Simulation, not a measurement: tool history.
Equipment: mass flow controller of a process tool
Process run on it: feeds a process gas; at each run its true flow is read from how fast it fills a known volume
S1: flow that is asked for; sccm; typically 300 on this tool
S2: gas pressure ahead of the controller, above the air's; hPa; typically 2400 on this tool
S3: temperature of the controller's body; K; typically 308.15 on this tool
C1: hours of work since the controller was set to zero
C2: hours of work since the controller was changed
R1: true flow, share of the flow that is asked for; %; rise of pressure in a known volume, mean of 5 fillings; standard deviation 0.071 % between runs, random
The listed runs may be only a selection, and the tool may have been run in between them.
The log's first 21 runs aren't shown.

run 22 hour=2784.3 | S1=368 S2=2110 S3=301.15 | C1=1625 C2=1625 | R1=100.96
run 23 hour=2961.8 | S1=300 S2=2160 S3=300.15 | C1=1681 C2=1681 | R1=100.98
run 24 hour=3054.6 | S1=269 S2=2710 S3=304.15 | C1=1711 C2=1711 | R1=101.09
run 25 hour=3210.2 | S1=269 S2=2710 S3=304.15 | C1=1760 C2=1760 | R1=101.04
run 26 hour=3363.5 | S1=300 S2=2400 S3=309.15 | C1=1808 C2=1808 | R1=101.42
run 27 hour=3512.5 | S1=300 S2=2400 S3=309.15 | C1=1856 C2=1856 | R1=101.48
run 28 hour=3666.8 | S1=94 S2=2400 S3=308.15 | C1=1904 C2=1904 | R1=102.4
run 29 hour=3783.9 | S1=300 S2=1790 S3=306.15 | C1=1941 C2=1941 | R1=101.59
run 30 hour=3929.9 | S1=300 S2=1790 S3=306.15 | C1=1988 C2=1988 | R1=101.74
run 31 hour=4111.2 | S1=300 S2=1570 S3=308.15 | C1=2045 C2=2045 | R1=101.86
run 32 hour=4251.4 | S1=300 S2=1570 S3=308.15 | C1=2089 C2=2089 | R1=102.02
run 33 hour=4416.5 | S1=88 S2=2400 S3=303.15 | C1=2142 C2=2142 | R1=102.73
run 34 hour=4512.1 | S1=88 S2=2400 S3=294.15 | C1=2172 C2=2172 | R1=102.18
run 35 hour=4587.5 | S1=300 S2=1680 S3=305.15 | C1=2196 C2=2196 | R1=101.96
run 36 hour=4703.7 | S1=300 S2=1680 S3=305.15 | C1=2232 C2=2232 | R1=101.82

Consider 5 possible next runs. They are alternatives, not a sequence: every one starts from the tool as it was left by run 36. What does each give?
run A hour=4826.8 | S1=300 S2=1480 S3=305.15 | C1=2271 C2=2271 | R1=?
run B hour=4826.8 | S1=300 S2=1720 S3=296.15 | C1=2271 C2=2271 | R1=?
run C hour=4826.8 | S1=55 S2=2400 S3=299.15 | C1=2271 C2=2271 | R1=?
run D hour=4826.8 | S1=300 S2=2380 S3=308.15 | C1=2271 C2=2271 | R1=?
run E hour=4826.8 | S1=300 S2=1650 S3=308.15 | C1=2271 C2=2271 | R1=?

run=A R1=101.96
run=B R1=101.44
run=C R1=104
run=D R1=101.72
run=E R1=102
The same runs, with their run-to-run variation unchanged, on a tool lacking any hidden condition would have given:
run=A R1=100.13
run=B R1=99.61
run=C R1=98.84
run=D R1=99.89
run=E R1=100.17

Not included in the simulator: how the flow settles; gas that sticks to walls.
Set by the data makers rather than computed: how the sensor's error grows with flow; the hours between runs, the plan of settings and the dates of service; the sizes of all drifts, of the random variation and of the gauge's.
